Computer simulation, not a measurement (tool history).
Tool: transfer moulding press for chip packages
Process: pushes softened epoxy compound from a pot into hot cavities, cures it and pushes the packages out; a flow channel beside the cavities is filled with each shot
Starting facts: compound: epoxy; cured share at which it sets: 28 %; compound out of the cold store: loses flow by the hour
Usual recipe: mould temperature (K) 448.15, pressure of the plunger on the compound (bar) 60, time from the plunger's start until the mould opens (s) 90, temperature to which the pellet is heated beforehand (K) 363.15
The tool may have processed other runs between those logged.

run,hour,mould temperature (K),pressure of the plunger on the compound (bar),time from the plunger's start until the mould opens (s),temperature to which the pellet is heated beforehand (K),incoming compound's hours out of the cold store,length that the compound runs in the flow channel (mm),greatest force on the pins that push the packages out (N)
1,0,448.15,60,90,363.15,25.9,954,381
# hour 42.6: cavities cleaned with cleaning compound and waxed
# hour 87.8: cavities cleaned with cleaning compound and waxed
2,92.9,448.15,60,90,363.15,37.6,913,375
# hour 135.3: cavities cleaned with cleaning compound and waxed
3,157,448.15,60,90,363.15,40.8,889,453
# hour 182: cavities cleaned with cleaning compound and waxed
4,208.9,448.15,60,90,363.15,11.7,953,499
# hour 229.7: cavities cleaned with cleaning compound and waxed
# hour 263.3: mould's thermocouples calibrated
5,263.3,448.15,60,90,363.15,34.1,897,518
# hour 279.1: cavities cleaned with cleaning compound and waxed
# hour 328.7: plunger's sealing rings changed
# hour 330.2: cavities cleaned with cleaning compound and waxed
6,357.3,448.15,60,90,363.15,10.1,1014,500
# hour 373.2: cavities cleaned with cleaning compound and waxed
7,397.5,448.15,50.6,90,363.15,29.8,870,483
# hour 417.1: cavities cleaned with cleaning compound and waxed
# hour 465.6: cavities cleaned with cleaning compound and waxed
8,481.5,448.15,50.6,90,363.15,15.3,898,422
# hour 510.3: cavities cleaned with cleaning compound and waxed
# hour 554.3: cavities cleaned with cleaning compound and waxed
9,563.8,448.15,50.6,90,363.15,43.7,821,397
# hour 598.5: cavities cleaned with cleaning compound and waxed
# hour 638.4: mould's thermocouples calibrated, once more
10,639,448.15,64.5,90,363.15,41.5,929,516
# hour 645.4: cavities cleaned with cleaning compound and waxed
11,681.9,448.15,64.5,90,368.15,42.6,924,529
# hour 690: cavities cleaned with cleaning compound and waxed
# hour 733.9: cavities cleaned with cleaning compound and waxed
12,766.4,448.15,64.5,90,368.15,19.9,956,519
# hour 780.9: cavities cleaned with cleaning compound and waxed
# hour 803.4: plunger's sealing rings changed
# hour 833.1: cavities cleaned with cleaning compound and waxed
13,860.6,448.15,64.5,90,368.15,24,997,490
# hour 877.7: cavities cleaned with cleaning compound and waxed
14,901.8,448.15,64.5,90,368.15,30.4,981,470
# hour 922.8: cavities cleaned with cleaning compound and waxed
# hour 969.6: cavities cleaned with cleaning compound and waxed
15,988.9,443.15,70.2,81,354.15,39,1014,868
# hour 1014.5: cavities cleaned with cleaning compound and waxed
16,1029.5,443.15,70.2,81,354.15,45.9,983,823
# hour 1058.3: cavities cleaned with cleaning compound and waxed
# hour 1102.9: cavities cleaned with cleaning compound and waxed
17,1102.9,443.15,70.2,81,354.15,19.7,1042,676
# hour 1148.9: cavities cleaned with cleaning compound and waxed
18,1171.7,456.15,58.7,90,362.15,14.5,911,366
# hour 1193.5: cavities cleaned with cleaning compound and waxed
19,1212.4,456.15,58.7,90,362.15,20.9,882,360
# hour 1241.5: cavities cleaned with cleaning compound and waxed
20,1252.3,456.15,46.8,102,362.15,27.6,776,308
# hour 1275: plunger's sealing rings changed
# hour 1288.5: cavities cleaned with cleaning compound and waxed
# hour 1335.5: cavities cleaned with cleaning compound and waxed
21,1344.1,456.15,46.8,102,362.15,23.3,832,286
# hour 1383.7: cavities cleaned with cleaning compound and waxed
# hour 1405.8: mould's thermocouples calibrated
22,1405.8,456.15,46.8,102,362.15,43,784,339
# hour 1431.7: cavities cleaned with cleaning compound and waxed
23,1467.7,448.15,55.8,79,363.15,34.4,898,661
# hour 1477.7: cavities cleaned with cleaning compound and waxed
# hour 1523.9: cavities cleaned with cleaning compound and waxed
24,1546.6,448.15,60,96,363.15,34.9,916,444

Some steps in length that the compound runs in the flow channel (mm), run to run, broken into two amounts with sign: the step expected even without the hidden condition (settings, incoming material, random variation), and the rest, left for the hidden condition together with whatever gauge scatter is not in both the measured and the hidden-condition-free result:
The hidden state here: true mould temperature over the reading, C; pressure that reaches the compound, % of what is set; grip of the stained cavities, % over clean ones'; drift of the gauge itself on flow_mm, %; drift of the gauge itself on push_out_n, %.
Run 5 -> 6: cavities cleaned with cleaning compound and waxed, plunger's sealing rings changed, cavities cleaned with cleaning compound and waxed. length that the compound runs in the flow channel (mm) +117: hidden state +52, all else +65.
Run 6 -> 7: pressure of the plunger on the compound (bar) 60 -> 50.6, cavities cleaned with cleaning compound and waxed. length that the compound runs in the flow channel (mm) -144: hidden state -3, all else -141.
Run 12 -> 13: cavities cleaned with cleaning compound and waxed, plunger's sealing rings changed, cavities cleaned with cleaning compound and waxed. length that the compound runs in the flow channel (mm) +41: hidden state +53, all else -12.
Run 17 -> 18: mould temperature (K) 443.15 -> 456.15, pressure of the plunger on the compound (bar) 70.2 -> 58.7, time from the plunger's start until the mould opens (s) 81 -> 90, temperature to which the pellet is heated beforehand (K) 354.15 -> 362.15, cavities cleaned with cleaning compound and waxed. length that the compound runs in the flow channel (mm) -131: hidden state -3, all else -128.
